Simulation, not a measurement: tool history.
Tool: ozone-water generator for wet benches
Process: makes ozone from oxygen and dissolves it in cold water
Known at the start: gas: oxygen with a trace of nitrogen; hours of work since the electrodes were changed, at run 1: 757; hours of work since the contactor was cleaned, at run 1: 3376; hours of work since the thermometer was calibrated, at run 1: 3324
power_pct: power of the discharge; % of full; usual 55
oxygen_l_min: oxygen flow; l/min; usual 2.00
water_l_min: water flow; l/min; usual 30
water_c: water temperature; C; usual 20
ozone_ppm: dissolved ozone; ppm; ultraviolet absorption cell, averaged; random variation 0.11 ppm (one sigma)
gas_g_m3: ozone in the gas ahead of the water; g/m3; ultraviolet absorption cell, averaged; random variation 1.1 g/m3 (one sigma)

run,hour,power_pct,oxygen_l_min,water_l_min,water_c,hours of work since the electrodes were changed,hours of work since the contactor was cleaned,hours of work since the thermometer was calibrated,ozone_ppm,gas_g_m3
1,0.0,55,2.00,30,20,757,3376,3324,7.9,183.8
2,34.2,55,2.00,30,20,788,3407,3355,7.9,184.4
3,80.3,68,2.00,30,20,830,3449,3396,8.9,207.7
4,107.7,44,2.00,30,20,855,3474,3421,6.9,160.1
5,170.2,44,2.00,30,20,911,3530,3478,6.7,157.7
6,217.9,44,1.93,30,15,954,3573,3521,6.8,161.0

Forecast run 7:
7,248.5,44,1.93,30,15,982,3601,3549,?,?

Run 7 gave ozone_ppm 6.8 ppm, gas_g_m3 159.1 g/m3.
Without the tool's hidden state the same run would have given ozone_ppm 7.2 ppm, gas_g_m3 164.2 g/m3.

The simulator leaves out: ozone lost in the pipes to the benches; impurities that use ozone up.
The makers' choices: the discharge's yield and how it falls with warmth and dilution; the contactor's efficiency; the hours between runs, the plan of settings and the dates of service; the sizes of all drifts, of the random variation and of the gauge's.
